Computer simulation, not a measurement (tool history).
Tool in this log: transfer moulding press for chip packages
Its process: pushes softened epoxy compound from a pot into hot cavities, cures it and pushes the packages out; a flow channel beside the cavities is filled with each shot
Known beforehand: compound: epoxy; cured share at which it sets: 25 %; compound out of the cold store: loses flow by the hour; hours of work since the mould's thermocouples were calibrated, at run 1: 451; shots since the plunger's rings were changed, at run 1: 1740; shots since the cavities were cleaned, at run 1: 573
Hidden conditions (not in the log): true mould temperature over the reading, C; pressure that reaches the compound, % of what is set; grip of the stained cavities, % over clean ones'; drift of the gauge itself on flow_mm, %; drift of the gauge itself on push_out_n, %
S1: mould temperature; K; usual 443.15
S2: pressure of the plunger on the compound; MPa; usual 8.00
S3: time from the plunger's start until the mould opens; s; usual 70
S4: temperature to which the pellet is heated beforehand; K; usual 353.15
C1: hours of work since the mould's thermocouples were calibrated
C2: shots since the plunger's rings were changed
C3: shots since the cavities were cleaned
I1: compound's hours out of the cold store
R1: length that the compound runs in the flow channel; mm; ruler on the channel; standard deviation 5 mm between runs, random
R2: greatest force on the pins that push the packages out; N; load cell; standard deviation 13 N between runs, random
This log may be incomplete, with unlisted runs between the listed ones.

run	hour	S1	S2	S3	S4	C1	C2	C3	I1	R1	R2
1	0.0	443.15	8.00	70	353.15	451	1740	573	36.7	764	630
# hour 7.1: cavities cleaned with cleaning compound and waxed
2	30.4	443.15	8.00	70	353.15	467	2154	333	35.9	766	593
# hour 54.3: cavities cleaned with cleaning compound and waxed
# hour 100.6: cavities cleaned with cleaning compound and waxed
3	100.8	443.15	8.00	70	350.15	504	3118	2	42.5	745	620
# hour 108.7: mould's thermocouples calibrated
# hour 146.1: cavities cleaned with cleaning compound and waxed
4	153.2	450.15	8.00	70	353.15	23	3818	102	19.7	785	418
5	184.7	443.15	8.00	70	353.15	41	4269	553	17.4	822	669
# hour 189.0: cavities cleaned with cleaning compound and waxed
6	225.4	443.15	8.00	70	352.15	62	4830	521	44.7	730	605
# hour 232.1: cavities cleaned with cleaning compound and waxed
# hour 278.6: plunger's sealing rings changed
# hour 280.1: cavities cleaned with cleaning compound and waxed
7	283.8	443.15	8.00	70	352.15	91	52	52	30.8	775	623
# hour 323.4: cavities cleaned with cleaning compound and waxed
8	326.2	443.15	9.87	70	353.15	113	638	40	28.5	875	597
# hour 368.5: cavities cleaned with cleaning compound and waxed
9	380.7	443.15	9.87	70	353.15	143	1397	175	38.9	836	601
# hour 413.7: cavities cleaned with cleaning compound and waxed
10	449.3	443.15	9.87	96	353.15	179	2356	509	13.9	927	414
# hour 456.7: cavities cleaned with cleaning compound and waxed
# hour 500.5: cavities cleaned with cleaning compound and waxed
11	510.4	443.15	9.87	96	353.15	211	3188	141	18.0	894	401
# hour 546.8: cavities cleaned with cleaning compound and waxed
12	549.5	443.15	9.87	96	353.15	232	3726	38	15.2	911	400
13	578.8	443.15	9.87	96	353.15	248	4145	457	33.9	860	393
# hour 589.3: cavities cleaned with cleaning compound and waxed
# hour 632.3: cavities cleaned with cleaning compound and waxed
14	632.3	443.15	9.87	96	353.15	275	4869	0	45.5	810	404
15	663.8	443.15	8.85	59	359.15	292	5320	451	20.3	845	954
# hour 675.4: cavities cleaned with cleaning compound and waxed
# hour 682.8: plunger's sealing rings changed
16	699.3	435.15	6.77	59	359.15	310	237	307	20.7	773	1607
# hour 720.5: cavities cleaned with cleaning compound and waxed
# hour 764.4: cavities cleaned with cleaning compound and waxed
17	770.5	450.15	6.77	77	349.15	347	1213	87	45.8	657	368
# hour 807.3: cavities cleaned with cleaning compound and waxed
18	828.7	450.15	6.77	85	349.15	378	2024	306	13.5	743	383
# hour 855.1: cavities cleaned with cleaning compound and waxed
19	862.5	449.15	8.00	70	361.15	396	2488	107	27.3	758	424
# hour 901.0: cavities cleaned with cleaning compound and waxed
20	930.0	449.15	8.00	70	353.15	432	3431	414	23.5	779	449
# hour 946.8: cavities cleaned with cleaning compound and waxed
21	969.2	443.15	9.38	66	353.15	452	3971	320	23.8	877	743
# hour 989.2: cavities cleaned with cleaning compound and waxed
# hour 1032.4: cavities cleaned with cleaning compound and waxed
22	1032.4	443.15	9.38	70	344.15	485	4833	0	31.6	836	646
# hour 1078.4: mould's thermocouples calibrated
# hour 1079.9: cavities cleaned with cleaning compound and waxed
# hour 1085.9: plunger's sealing rings changed
23	1086.3	443.15	9.22	70	353.15	2	5	56	11.5	895	629
# hour 1125.8: cavities cleaned with cleaning compound and waxed
24	1137.6	443.15	9.22	70	353.15	29	718	169	17.7	867	625
# hour 1173.5: cavities cleaned with cleaning compound and waxed
25	1203.7	443.15	9.22	70	353.15	65	1642	431	31.1	826	601
# hour 1220.1: cavities cleaned with cleaning compound and waxed
26	1239.9	443.15	9.22	70	353.15	84	2139	283	10.9	906	670
# hour 1264.0: cavities cleaned with cleaning compound and waxed
27	1270.2	443.15	8.85	105	353.15	99	2551	88	18.9	849	380

Below are 3 alternative next runs, each starting from the tool's condition after run 27. Predict each:
# hour 1306.3: cavities cleaned with cleaning compound and waxed
A	1306.3	441.15	8.70	75	353.15	118	3047	0	39.5	?	?
# hour 1306.3: cavities cleaned with cleaning compound and waxed
B	1306.3	443.15	8.85	105	348.15	118	3047	0	12.0	?	?
# hour 1306.3: cavities cleaned with cleaning compound and waxed
C	1306.3	445.15	8.41	55	353.15	118	3047	0	33.7	?	?

run	R1	R2
A	787	606
B	890	388
C	786	945
Stripped of hidden state, with their random variation kept, the same runs would have yielded:
run	R1	R2
A	788	607
B	891	388
C	787	945
